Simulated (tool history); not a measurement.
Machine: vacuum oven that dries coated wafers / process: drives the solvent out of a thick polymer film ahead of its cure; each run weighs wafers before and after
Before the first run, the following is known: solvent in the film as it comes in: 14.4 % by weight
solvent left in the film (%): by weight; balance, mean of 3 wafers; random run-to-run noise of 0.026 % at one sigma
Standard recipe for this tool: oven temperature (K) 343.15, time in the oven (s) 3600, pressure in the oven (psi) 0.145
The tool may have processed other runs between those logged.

Run 1, hour 0.0: usual settings. Result: solvent left in the film (%) 1.90.
Run 2, hour 10.1: usual settings. Result: solvent left in the film (%) 1.94.
Run 3, hour 29.8: usual settings. Result: solvent left in the film (%) 1.95.
Run 4, hour 42.1: usual settings. Result: solvent left in the film (%) 1.92.
Run 5, hour 60.2: usual settings but oven temperature (K) 334.15. Result: solvent left in the film (%) 4.03.
Run 6, hour 76.8: usual settings. Result: solvent left in the film (%) 1.94.
Run 7, hour 95.3: usual settings. Result: solvent left in the film (%) 1.96.
Run 8, hour 106.5: usual settings. Result: solvent left in the film (%) 1.95.
Run 9, hour 123.1: usual settings. Result: solvent left in the film (%) 1.95.
Run 10, hour 142.3: usual settings but pressure in the oven (psi) 0.445. Result: solvent left in the film (%) 2.62.
Run 11, hour 153.6: usual settings. Result: solvent left in the film (%) 1.94.
Run 12, hour 172.2: usual settings. Result: solvent left in the film (%) 1.98.
Run 13, hour 188.6: usual settings. Result: solvent left in the film (%) 1.95.
Run 14, hour 197.6: usual settings but oven temperature (K) 338.15. Result: solvent left in the film (%) 3.12.
Run 15, hour 215.9: usual settings. Result: solvent left in the film (%) 1.93.
Run 16, hour 229.6: usual settings. Result: solvent left in the film (%) 2.03.
Run 17, hour 244.0: usual settings. Result: solvent left in the film (%) 2.00.
Run 18, hour 255.3: usual settings. Result: solvent left in the film (%) 2.00.
Run 19, hour 268.3: usual settings. Result: solvent left in the film (%) 1.93.
Run 20, hour 286.9: usual settings. Result: solvent left in the film (%) 1.98.
Run 21, hour 295.6: usual settings but oven temperature (K) 352.15. Result: solvent left in the film (%) 0.70.
Run 22, hour 309.2: usual settings. Result: solvent left in the film (%) 2.01.
Run 23, hour 327.1: usual settings. Result: solvent left in the film (%) 1.94.
Run 24, hour 337.6: usual settings. Result: solvent left in the film (%) 2.02.
Run 25, hour 346.2: usual settings. Result: solvent left in the film (%) 1.99.
Run 26, hour 363.3: usual settings. Result: solvent left in the film (%) 1.98.
Run 27, hour 379.5: usual settings. Result: solvent left in the film (%) 1.96.
Run 28, hour 396.0: usual settings. Result: solvent left in the film (%) 1.96.
Run 29, hour 414.6: usual settings. Result: solvent left in the film (%) 2.00.
Run 30, hour 430.3: usual settings but oven temperature (K) 332.15, time in the oven (s) 3120, pressure in the oven (psi) 0.234. Result: solvent left in the film (%) 5.54.
Run 31, hour 441.8: usual settings but oven temperature (K) 332.15, time in the oven (s) 3120, pressure in the oven (psi) 0.234. Result: solvent left in the film (%) 5.42.
Run 32, hour 461.0: usual settings but oven temperature (K) 347.15, time in the oven (s) 5220, pressure in the oven (psi) 0.112. Result: solvent left in the film (%) 0.65.
Run 33, hour 472.8: usual settings but oven temperature (K) 356.15, pressure in the oven (psi) 0.207. Result: solvent left in the film (%) 0.55.
Run 34, hour 488.6: usual settings but oven temperature (K) 356.15, time in the oven (s) 4440, pressure in the oven (psi) 0.286. Result: solvent left in the film (%) 0.49.
Run 35, hour 506.7: usual settings but oven temperature (K) 356.15, time in the oven (s) 4500, pressure in the oven (psi) 0.336. Result: solvent left in the film (%) 0.54.
Run 36, hour 515.8: usual settings but time in the oven (s) 2940, pressure in the oven (psi) 0.355. Result: solvent left in the film (%) 3.13.
Run 37, hour 527.0: usual settings but oven temperature (K) 347.15, time in the oven (s) 2940, pressure in the oven (psi) 0.129. Result: solvent left in the film (%) 1.85.
Run 38, hour 545.5: usual settings but oven temperature (K) 333.15, time in the oven (s) 2880, pressure in the oven (psi) 0.123. Result: solvent left in the film (%) 5.23.
Run 39, hour 554.1: usual settings but pressure in the oven (psi) 0.106. Result: solvent left in the film (%) 1.92.
Run 40, hour 562.7: usual settings but oven temperature (K) 332.15, time in the oven (s) 5460, pressure in the oven (psi) 0.106. Result: solvent left in the film (%) 2.84.
Run 41, hour 579.4: usual settings but oven temperature (K) 332.15, time in the oven (s) 6120, pressure in the oven (psi) 0.151. Result: solvent left in the film (%) 2.62.
Run 42, hour 595.5: usual settings but oven temperature (K) 332.15, time in the oven (s) 6120, pressure in the oven (psi) 0.151. Result: solvent left in the film (%) 2.67.
Run 43, hour 605.2: usual settings but oven temperature (K) 341.15, time in the oven (s) 3720, pressure in the oven (psi) 0.151. Result: solvent left in the film (%) 2.33.
Run 44, hour 620.1: usual settings but oven temperature (K) 341.15, time in the oven (s) 3720, pressure in the oven (psi) 0.151. Result: solvent left in the film (%) 2.29.
Run 45, hour 632.3: usual settings but oven temperature (K) 341.15, time in the oven (s) 3720, pressure in the oven (psi) 0.151. Result: solvent left in the film (%) 2.41.
Run 46, hour 640.4: usual settings but oven temperature (K) 352.15, time in the oven (s) 5160, pressure in the oven (psi) 0.158. Result: solvent left in the film (%) 0.42.
Run 47, hour 657.9: usual settings but time in the oven (s) 2460, pressure in the oven (psi) 0.083. Result: solvent left in the film (%) 3.37.

Not shown: 2 entries that the log had between the listed runs. Between which runs, and how does the tool's hidden state differ before and after?
After run 22, before run 23: vacuum gauge cleaned of residue and calibrated (hour 312.2)
  true wafer temperature over the reading, C: -0.47 -> -0.48; true pressure over the reading, kPa: 0.056 -> 0.073
  measured minus no-state result, solvent left in the film (%): +0.11 -> +0.11
After run 26, before run 27: vacuum gauge cleaned of residue and calibrated, once more (hour 370.3)
  true wafer temperature over the reading, C: -0.51 -> -0.52; true pressure over the reading, kPa: 0.078 -> -0.003
  measured minus no-state result, solvent left in the film (%): +0.12 -> +0.10
